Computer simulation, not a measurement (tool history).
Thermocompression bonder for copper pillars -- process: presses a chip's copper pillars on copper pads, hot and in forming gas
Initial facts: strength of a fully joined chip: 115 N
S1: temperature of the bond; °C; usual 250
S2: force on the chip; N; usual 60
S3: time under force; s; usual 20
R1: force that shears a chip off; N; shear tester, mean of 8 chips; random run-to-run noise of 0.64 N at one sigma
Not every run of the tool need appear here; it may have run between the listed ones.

run     day   S1  S2  S3    R1
  1       0  250  60  20  56.5
      0.262  -- forming gas filter changed
  2   0.429  250  60  20  62.3
  3   0.717  250  60  20  60.6
  4   0.971  250  40  20  45.8
  5   1.196  250  60  20  60.5
  6   1.567  250  60  20    59
  7   1.762  250  60  20  60.4
  8   2.154  250  60  20  60.8
  9   2.404  250  60  20  60.3
 10   2.738  250  60  20  60.3
 11   2.975  250  60  20  60.7
 12   3.246  250  60  20  60.7
 13   3.479  250  60  20  61.3
 14   3.675  250  60  25  65.7
 15   3.879  250  60  25    65
 16   4.179  250  60  20  60.7
      4.279  -- heater calibrated with a thermocouple chip
 17   4.629  250  60  20  58.8
 18   5.033  250  60  20  60.4
      5.204  -- heater calibrated with a thermocouple chip, once more
 19   5.342  250  60  14  51.8
 20   5.704  250  60  14  52.6
 21   6.129  222  60  14  30.6
 22   6.338  222  60  14  29.7
 23   6.608  250  41  17  42.4
 24   6.921  272  60  12  69.5
 25   7.375  250  40  31  50.8
 26   7.658  240  68  36  65.6
 27   8.104  250  60  57    80
 28   8.558  280  60  20    85
 29   8.879  278  80  16  89.5
 30   9.175  261  80  33  88.1
 31   9.508  261  80  19  78.5
 32   9.742  235  74  11  42.1
 33  10.046  250  63  20  60.4
 34  10.246  250  63  20  59.8
 35  10.479  237  63  11    38
 36  10.825  268  81  12    76
 37  11.058  268  81  12  76.1
 38   11.25  228  39  41  36.7
 39  11.546  250  38  51  57.6

What if the next run were any one of these 5? Each begins from the tool's condition after run 39:
  A  11.754  241  49  51   ?
  B  11.754  237  38  51   ?
  C  11.754  230  45  26   ?
  D  11.754  250  57  51   ?
  E  11.754  274  38  51   ?

run    R1
  A  59.2
  B  46.9
  C  35.2
  D  73.8
  E  78.5
Take away the tool's hidden state, keep each run's random variation, and the runs would have read:
run    R1
  A  62.2
  B  49.2
  C  36.9
  D  77.7
  E  82.8

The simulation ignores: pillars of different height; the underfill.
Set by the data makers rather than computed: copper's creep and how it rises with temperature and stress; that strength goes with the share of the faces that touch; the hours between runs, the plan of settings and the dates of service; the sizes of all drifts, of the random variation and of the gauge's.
